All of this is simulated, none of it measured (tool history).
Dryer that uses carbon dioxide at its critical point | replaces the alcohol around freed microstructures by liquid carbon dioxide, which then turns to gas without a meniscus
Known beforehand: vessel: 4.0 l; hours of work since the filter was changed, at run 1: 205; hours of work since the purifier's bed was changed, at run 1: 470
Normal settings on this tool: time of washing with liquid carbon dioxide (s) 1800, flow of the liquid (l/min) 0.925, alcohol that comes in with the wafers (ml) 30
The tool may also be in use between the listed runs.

| run | hour | time of washing with liquid carbon dioxide (s) | flow of the liquid (l/min) | alcohol that comes in with the wafers (ml) | hours of work since the filter was changed | hours of work since the purifier's bed was changed | alcohol left in the vessel before it's heated (ppm by volume) |
|---|---|---|---|---|---|---|---|
| 1 | 0.0 | 1800 | 0.925 | 30 | 205 | 470 | 124 |
| 2 | 28.5 | 1800 | 0.925 | 30 | 226 | 491 | 123 |
| 3 | 44.4 | 1800 | 0.925 | 30 | 238 | 503 | 134 |
|  | 59.4 | inlet filter changed |
| 4 | 64.3 | 1800 | 0.810 | 30 | 4 | 517 | 131 |
| 5 | 99.3 | 1800 | 0.925 | 105 | 29 | 543 | 185 |
| 6 | 126.5 | 1800 | 0.925 | 30 | 49 | 563 | 111 |
| 7 | 157.5 | 1800 | 1.056 | 30 | 72 | 586 | 95 |
| 8 | 180.7 | 1800 | 1.056 | 84 | 89 | 603 | 128 |
| 9 | 196.4 | 1800 | 1.056 | 84 | 101 | 614 | 124 |
| 10 | 223.8 | 2460 | 0.925 | 30 | 121 | 634 | 86 |
| 11 | 249.9 | 2460 | 0.925 | 30 | 140 | 654 | 93 |
| 12 | 270.6 | 2460 | 0.677 | 30 | 156 | 669 | 138 |
| 13 | 304.1 | 1800 | 0.607 | 30 | 180 | 694 | 376 |
| 14 | 337.9 | 1800 | 0.702 | 30 | 205 | 718 | 274 |
| 15 | 366.9 | 1800 | 0.702 | 30 | 227 | 740 | 275 |
| 16 | 389.3 | 1800 | 0.702 | 30 | 243 | 756 | 295 |
|  | 397.0 | inlet filter changed |
| 17 | 407.0 | 1800 | 0.775 | 30 | 7 | 769 | 183 |
| 18 | 438.5 | 1800 | 0.925 | 30 | 31 | 792 | 141 |
| 19 | 461.0 | 1800 | 0.925 | 30 | 47 | 808 | 143 |
| 20 | 477.2 | 1800 | 0.925 | 30 | 59 | 820 | 143 |
| 21 | 507.5 | 1800 | 0.925 | 30 | 81 | 843 | 149 |
| 22 | 538.5 | 1800 | 0.925 | 30 | 104 | 865 | 146 |
| 23 | 571.9 | 1800 | 0.925 | 30 | 129 | 890 | 157 |
| 24 | 598.3 | 1800 | 0.925 | 30 | 148 | 910 | 160 |
| 25 | 631.7 | 1800 | 0.794 | 21 | 173 | 934 | 190 |
| 26 | 646.4 | 1800 | 0.794 | 21 | 184 | 945 | 194 |
| 27 | 661.3 | 1560 | 0.879 | 21 | 195 | 956 | 212 |
| 28 | 697.1 | 1320 | 0.911 | 46 | 221 | 982 | 442 |
|  | 718.6 | purifier's bed changed |
| 29 | 731.3 | 1560 | 0.635 | 20 | 244 | 9 | 309 |
|  | 737.4 | inlet filter changed |
| 30 | 763.5 | 1440 | 0.800 | 20 | 19 | 32 | 123 |
| 31 | 783.2 | 1440 | 0.800 | 20 | 34 | 47 | 132 |
| 32 | 812.3 | 2460 | 1.279 | 52 | 55 | 68 | 15 |
| 33 | 838.8 | 2400 | 0.736 | 104 | 75 | 88 | 107 |
| 34 | 854.8 | 1560 | 0.736 | 68 | 87 | 100 | 466 |
| 35 | 887.7 | 1560 | 0.736 | 68 | 111 | 124 | 485 |
| 36 | 903.4 | 1560 | 0.736 | 68 | 122 | 135 | 510 |
| 37 | 938.0 | 1800 | 0.569 | 66 | 148 | 161 | 782 |
| 38 | 966.5 | 1800 | 1.166 | 66 | 169 | 182 | 46 |
| 39 | 991.1 | 1800 | 1.166 | 66 | 187 | 200 | 46 |
| 40 | 1022.9 | 1800 | 1.166 | 66 | 210 | 224 | 58 |
| 41 | 1047.4 | 1800 | 1.429 | 57 | 228 | 242 | 40 |
| 42 | 1070.7 | 1800 | 1.429 | 57 | 246 | 259 | 44 |
|  | 1075.0 | inlet filter changed |
| 43 | 1103.6 | 1080 | 0.867 | 51 | 21 | 282 | 620 |
| 44 | 1131.9 | 1140 | 0.867 | 66 | 42 | 303 | 704 |
| 45 | 1152.1 | 1140 | 0.867 | 66 | 57 | 318 | 724 |
| 46 | 1182.5 | 1140 | 0.867 | 66 | 79 | 340 | 749 |
| 47 | 1212.5 | 2040 | 0.925 | 30 | 101 | 362 | 67 |

Predict each of these 3 candidate next runs independently; none follows another, all start after run 47:
| A | 1239.5 | 2040 | 0.931 | 30 | 121 | 382 | ? |
| B | 1239.5 | 1920 | 0.985 | 49 | 121 | 382 | ? |
| C | 1239.5 | 1320 | 0.925 | 30 | 121 | 382 | ? |

| run | alcohol left in the vessel before it's heated (ppm by volume) |
|---|---|
| A | 69 |
| B | 82 |
| C | 223 |
With the hidden condition removed and each run's random variation left untouched, the same runs would have given:
| run | alcohol left in the vessel before it's heated (ppm by volume) |
|---|---|
| A | 16 |
| B | 24 |
| C | 138 |
